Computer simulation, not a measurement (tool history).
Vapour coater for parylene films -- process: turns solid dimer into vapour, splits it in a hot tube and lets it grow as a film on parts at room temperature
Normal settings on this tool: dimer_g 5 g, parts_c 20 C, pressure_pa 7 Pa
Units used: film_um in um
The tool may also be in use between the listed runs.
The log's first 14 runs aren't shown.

| run | hour | dimer_g | parts_c | pressure_pa | hours of work since the trap's valve was overhauled | hours of work since the table's thermometer was calibrated | film_um |
|---|---|---|---|---|---|---|---|
| 15 | 157.5 | 5 | 20 | 7 | 574 | 349 | 2.61 |
| 16 | 169.4 | 5 | 20 | 7 | 579 | 354 | 2.61 |
| 17 | 184.2 | 5 | 20 | 7 | 585 | 360 | 2.51 |
| 18 | 198 | 5 | 20 | 9.82 | 591 | 365 | 2.48 |
| 19 | 212.8 | 5 | 20 | 9.82 | 597 | 371 | 2.53 |
| 20 | 224 | 5 | 20 | 9.82 | 601 | 376 | 2.49 |
| 21 | 239.6 | 5 | 20 | 9.82 | 608 | 383 | 2.42 |
| 22 | 254 | 5 | 20 | 9.82 | 614 | 388 | 2.51 |
| 23 | 262.2 | 3 | 15 | 5.31 | 617 | 392 | 1.86 |
| 24 | 278 | 2 | 31 | 5.02 | 624 | 398 | 0.74 |
| 25 | 287.3 | 6 | 12 | 5.02 | 627 | 402 | 4.1 |
| 26 | 301 | 6 | 28 | 7.77 | 633 | 408 | 2.36 |
| 27 | 311 | 3 | 20 | 4.1 | 637 | 412 | 1.57 |
| 28 | 328.6 | 7 | 20 | 4.1 | 644 | 419 | 3.58 |

Expected results for the next run?
| 29 | 343.9 | 3 | 31 | 4.1 | 651 | 425 | ? |

{"run 29": {"film_um": 1.15}}
On a tool with no hidden condition, and with the same random variation, this run would have come out at film_um 1.36 um.
